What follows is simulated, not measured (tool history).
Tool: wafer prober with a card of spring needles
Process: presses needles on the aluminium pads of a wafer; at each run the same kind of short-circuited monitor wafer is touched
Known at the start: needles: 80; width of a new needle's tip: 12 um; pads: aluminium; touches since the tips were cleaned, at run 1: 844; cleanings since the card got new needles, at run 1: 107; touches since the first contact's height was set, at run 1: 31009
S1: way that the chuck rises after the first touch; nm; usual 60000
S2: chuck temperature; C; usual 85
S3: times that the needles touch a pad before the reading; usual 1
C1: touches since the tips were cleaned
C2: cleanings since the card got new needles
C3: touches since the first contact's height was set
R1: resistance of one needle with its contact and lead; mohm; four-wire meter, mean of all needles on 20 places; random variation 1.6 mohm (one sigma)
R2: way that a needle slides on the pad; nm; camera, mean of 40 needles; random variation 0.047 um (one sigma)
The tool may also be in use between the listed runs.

| run | hour | S1 | S2 | S3 | C1 | C2 | C3 | R1 | R2 |
|---|---|---|---|---|---|---|---|---|---|
| 1 | 0.0 | 60000 | 85 | 1 | 844 | 107 | 31009 | 184 | 15530 |
|  | 3.5 | tips cleaned on abrasive film |
|  | 9.5 | tips cleaned on abrasive film |
| 2 | 13.8 | 60000 | 85 | 1 | 1737 | 109 | 36422 | 200 | 15560 |
|  | 15.1 | tips cleaned on abrasive film |
|  | 20.5 | tips cleaned on abrasive film |
| 3 | 24.2 | 60000 | 85 | 1 | 1484 | 111 | 40468 | 189 | 15460 |
|  | 25.5 | tips cleaned on abrasive film |
|  | 31.1 | tips cleaned on abrasive film |
|  | 36.8 | tips cleaned on abrasive film |
|  | 41.6 | tips cleaned on abrasive film |
| 4 | 43.6 | 60000 | 85 | 1 | 815 | 115 | 48014 | 179 | 15340 |
|  | 47.2 | tips cleaned on abrasive film |
|  | 53.1 | tips cleaned on abrasive film |
|  | 59.0 | tips cleaned on abrasive film |
|  | 64.2 | tips cleaned on abrasive film |
| 5 | 64.2 | 60000 | 85 | 1 | 0 | 119 | 56028 | 169 | 15260 |
|  | 69.9 | tips cleaned on abrasive film |
|  | 74.8 | tips cleaned on abrasive film |
| 6 | 74.8 | 60000 | 85 | 1 | 0 | 121 | 60159 | 168 | 15220 |
|  | 80.8 | tips cleaned on abrasive film |
|  | 86.3 | tips cleaned on abrasive film |
|  | 91.1 | tips cleaned on abrasive film |
|  | 94.7 | height of the first contact set anew |
| 7 | 94.7 | 60000 | 85 | 1 | 1305 | 124 | 0 | 197 | 14710 |
|  | 97.1 | tips cleaned on abrasive film |
|  | 102.8 | tips cleaned on abrasive film |
| 8 | 107.0 | 60000 | 85 | 2 | 1682 | 126 | 4824 | 190 | 14650 |
|  | 108.3 | tips cleaned on abrasive film |
|  | 114.3 | tips cleaned on abrasive film |
|  | 119.0 | tips cleaned on abrasive film |
|  | 125.0 | tips cleaned on abrasive film |
| 9 | 125.1 | 60000 | 85 | 1 | 34 | 130 | 11820 | 168 | 14590 |
|  | 130.6 | tips cleaned on abrasive film |
|  | 136.5 | tips cleaned on abrasive film |
| 10 | 138.7 | 60000 | 85 | 1 | 860 | 132 | 17135 | 191 | 14510 |
|  | 142.2 | tips cleaned on abrasive film |
|  | 147.9 | tips cleaned on abrasive film |
| 11 | 152.1 | 42000 | 85 | 1 | 1664 | 134 | 22393 | 263 | 9740 |
|  | 153.1 | tips cleaned on abrasive film |
|  | 158.4 | tips cleaned on abrasive film |
|  | 164.3 | tips cleaned on abrasive film |
| 12 | 164.5 | 42000 | 85 | 1 | 66 | 137 | 27187 | 191 | 9650 |
|  | 169.1 | tips cleaned on abrasive film |
|  | 174.9 | tips cleaned on abrasive film |
|  | 179.7 | tips cleaned on abrasive film |
| 13 | 181.2 | 42000 | 85 | 1 | 602 | 140 | 33692 | 212 | 9560 |
|  | 184.7 | tips cleaned on abrasive film |
|  | 190.3 | tips cleaned on abrasive film |
|  | 191.5 | height of the first contact set anew, once more |
| 14 | 191.5 | 60000 | 117 | 1 | 343 | 142 | 0 | 177 | 15980 |
|  | 196.3 | tips cleaned on abrasive film |
|  | 201.9 | tips cleaned on abrasive film |
|  | 207.7 | tips cleaned on abrasive film |
| 15 | 210.3 | 60000 | 117 | 1 | 1027 | 145 | 7349 | 193 | 15860 |
|  | 212.7 | tips cleaned on abrasive film |
|  | 218.5 | tips cleaned on abrasive film |
|  | 224.1 | tips cleaned on abrasive film |
| 16 | 226.4 | 67000 | 116 | 3 | 931 | 148 | 13622 | 173 | 17650 |
|  | 228.8 | tips cleaned on abrasive film |
|  | 234.3 | tips cleaned on abrasive film |
|  | 240.2 | tips cleaned on abrasive film |
|  | 246.0 | tips cleaned on abrasive film |
| 17 | 246.0 | 67000 | 116 | 3 | 0 | 152 | 21234 | 169 | 17560 |
|  | 251.7 | tips cleaned on abrasive film |
|  | 257.5 | tips cleaned on abrasive film |
| 18 | 258.6 | 40000 | 79 | 2 | 428 | 154 | 26160 | 191 | 10340 |
|  | 263.2 | tips cleaned on abrasive film |
|  | 269.1 | tips cleaned on abrasive film |
| 19 | 270.2 | 40000 | 79 | 2 | 438 | 156 | 30690 | 195 | 10180 |
|  | 275.0 | tips cleaned on abrasive film |
|  | 280.8 | tips cleaned on abrasive film |
|  | 286.4 | tips cleaned on abrasive film |
| 20 | 287.1 | 40000 | 79 | 2 | 271 | 159 | 37279 | 191 | 10220 |
|  | 291.7 | tips cleaned on abrasive film |
|  | 297.6 | tips cleaned on abrasive film |
| 21 | 298.4 | 40000 | 79 | 2 | 314 | 161 | 41669 | 193 | 10130 |
|  | 303.1 | tips cleaned on abrasive film |
|  | 309.0 | tips cleaned on abrasive film |
|  | 314.9 | tips cleaned on abrasive film |
| 22 | 316.4 | 40000 | 79 | 2 | 586 | 164 | 48720 | 202 | 10020 |
|  | 320.0 | tips cleaned on abrasive film |
|  | 325.6 | tips cleaned on abrasive film |
|  | 331.4 | tips cleaned on abrasive film |
|  | 336.5 | tips cleaned on abrasive film |
| 23 | 336.5 | 53000 | 50 | 3 | 0 | 168 | 56514 | 163 | 13380 |
|  | 342.4 | tips cleaned on abrasive film |
|  | 348.1 | tips cleaned on abrasive film |
|  | 353.7 | tips cleaned on abrasive film |
| 24 | 355.3 | 60000 | 105 | 1 | 647 | 171 | 63885 | 189 | 15160 |
|  | 358.9 | tips cleaned on abrasive film |
|  | 364.4 | tips cleaned on abrasive film |
|  | 365.6 | height of the first contact set anew |
| 25 | 369.2 | 44000 | 46 | 1 | 1796 | 173 | 1448 | 250 | 11630 |
|  | 370.5 | tips cleaned on abrasive film |
|  | 375.3 | tips cleaned on abrasive film |
|  | 380.9 | tips cleaned on abrasive film |
| 26 | 384.1 | 60000 | 34 | 2 | 1283 | 176 | 7242 | 178 | 15940 |
|  | 386.5 | tips cleaned on abrasive film |
|  | 392.3 | tips cleaned on abrasive film |
| 27 | 393.8 | 52000 | 28 | 3 | 593 | 178 | 11008 | 167 | 13610 |

Forecast each of these 3 alternatives for the next run:
|  | 397.3 | tips cleaned on abrasive film |
|  | 403.2 | tips cleaned on abrasive film |
|  | 408.9 | tips cleaned on abrasive film |
| A | 413.2 | 76000 | 85 | 1 | 1740 | 181 | 18604 | ? | ? |
|  | 397.3 | tips cleaned on abrasive film |
|  | 403.2 | tips cleaned on abrasive film |
|  | 408.9 | tips cleaned on abrasive film |
| B | 413.2 | 50000 | 85 | 1 | 1740 | 181 | 18604 | ? | ? |
|  | 397.3 | tips cleaned on abrasive film |
|  | 403.2 | tips cleaned on abrasive film |
|  | 408.9 | tips cleaned on abrasive film |
| C | 413.2 | 70000 | 35 | 2 | 1740 | 181 | 18604 | ? | ? |

| run | R1 | R2 |
|---|---|---|
| A | 189 | 20090 |
| B | 228 | 13030 |
| C | 175 | 18400 |
Without the tool's hidden state the same runs would have given:
| run | R1 | R2 |
|---|---|---|
| A | 158 | 20310 |
| B | 161 | 13250 |
| C | 150 | 18620 |
